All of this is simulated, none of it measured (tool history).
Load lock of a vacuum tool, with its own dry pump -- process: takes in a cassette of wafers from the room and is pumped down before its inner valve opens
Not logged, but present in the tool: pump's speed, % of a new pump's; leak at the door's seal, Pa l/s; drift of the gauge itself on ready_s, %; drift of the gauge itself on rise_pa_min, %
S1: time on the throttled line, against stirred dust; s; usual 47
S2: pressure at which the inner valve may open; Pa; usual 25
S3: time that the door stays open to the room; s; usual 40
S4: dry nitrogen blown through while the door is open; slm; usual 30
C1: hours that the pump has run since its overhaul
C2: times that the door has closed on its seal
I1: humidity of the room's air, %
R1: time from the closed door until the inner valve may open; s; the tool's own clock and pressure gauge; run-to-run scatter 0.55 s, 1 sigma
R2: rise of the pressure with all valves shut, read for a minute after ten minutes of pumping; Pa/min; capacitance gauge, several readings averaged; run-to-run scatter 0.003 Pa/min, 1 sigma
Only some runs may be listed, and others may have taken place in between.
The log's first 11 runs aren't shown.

| run | hour | S1 | S2 | S3 | S4 | C1 | C2 | I1 | R1 | R2 |
|---|---|---|---|---|---|---|---|---|---|---|
| 12 | 4823.3 | 47 | 25 | 40 | 30 | 4648 | 15159 | 45.2 | 78.0 | 0.155 |
| 13 | 5216.7 | 47 | 25 | 232 | 30 | 5042 | 15923 | 44.2 | 78.2 | 0.185 |
| 14 | 5760.6 | 47 | 25 | 232 | 30 | 5586 | 16978 | 47.0 | 78.2 | 0.199 |
| 15 | 6274.9 | 47 | 25 | 232 | 30 | 6100 | 17976 | 49.5 | 79.6 | 0.206 |
| 16 | 6517.1 | 47 | 25 | 232 | 30 | 6342 | 18446 | 48.6 | 79.5 | 0.221 |
| 17 | 6776.3 | 47 | 25 | 232 | 30 | 6601 | 18949 | 46.1 | 79.7 | 0.229 |
| 18 | 7287.9 | 74 | 25 | 76 | 30 | 7113 | 19941 | 43.7 | 100.3 | 0.228 |
| 19 | 7864.4 | 89 | 49 | 143 | 6 | 7689 | 21060 | 46.4 | 108.4 | 0.297 |
| 20 | 8271.5 | 28 | 35 | 143 | 5 | 8096 | 21849 | 44.7 | 64.0 | 0.301 |
| 21 | 8741.2 | 67 | 35 | 55 | 5 | 8566 | 22761 | 45.1 | 93.6 | 0.295 |
| 22 | 8984.4 | 67 | 35 | 55 | 5 | 8809 | 23233 | 46.6 | 93.9 | 0.298 |
| 23 | 9518.7 | 65 | 24 | 29 | 4 | 9344 | 24269 | 43.5 | 95.3 | 0.316 |
| 24 | 9880.2 | 44 | 37 | 51 | 4 | 9705 | 24971 | 47.6 | 76.8 | 0.340 |
| 25 | 10221.3 | 47 | 25 | 202 | 30 | 10046 | 25632 | 42.7 | 81.7 | 0.335 |
| 26 | 10644.8 | 47 | 25 | 137 | 30 | 10470 | 26454 | 46.1 | 82.4 | 0.353 |
| 27 | 11007.9 | 47 | 25 | 137 | 30 | 10833 | 27158 | 46.1 | 81.6 | 0.359 |
| 28 | 11328.8 | 47 | 25 | 137 | 30 | 11154 | 27781 | 45.4 | 81.9 | 0.377 |
| 29 | 11765.4 | 36 | 19 | 182 | 20 | 11590 | 28628 | 46.0 | 75.9 | 0.405 |
| 30 | 12012.8 | 36 | 19 | 182 | 20 | 11838 | 29108 | 44.2 | 75.4 | 0.418 |
|  | 12377.2 | dry pump taken out, an overhauled one fitted |
| 31 | 12467.0 | 24 | 25 | 124 | 22 | 90 | 29978 | 44.9 | 58.2 | 0.425 |
| 32 | 12725.3 | 24 | 25 | 124 | 22 | 348 | 30479 | 45.4 | 57.8 | 0.447 |
| 33 | 13139.4 | 24 | 25 | 206 | 22 | 762 | 31282 | 46.0 | 57.8 | 0.465 |

Forecast each of these 3 alternatives for the next run:
| A | 13529.1 | 33 | 19 | 109 | 22 | 1152 | 32038 | 44.4 | ? | ? |
| B | 13529.1 | 24 | 19 | 206 | 22 | 1152 | 32038 | 47.8 | ? | ? |
| C | 13529.1 | 24 | 19 | 29 | 4 | 1152 | 32038 | 43.5 | ? | ? |

| run | R1 | R2 |
|---|---|---|
| A | 67.1 | 0.483 |
| B | 60.5 | 0.491 |
| C | 59.7 | 0.481 |
Without the tool's unlogged condition, the same runs would have read:
| run | R1 | R2 |
|---|---|---|
| A | 66.8 | 0.028 |
| B | 60.2 | 0.037 |
| C | 59.3 | 0.027 |
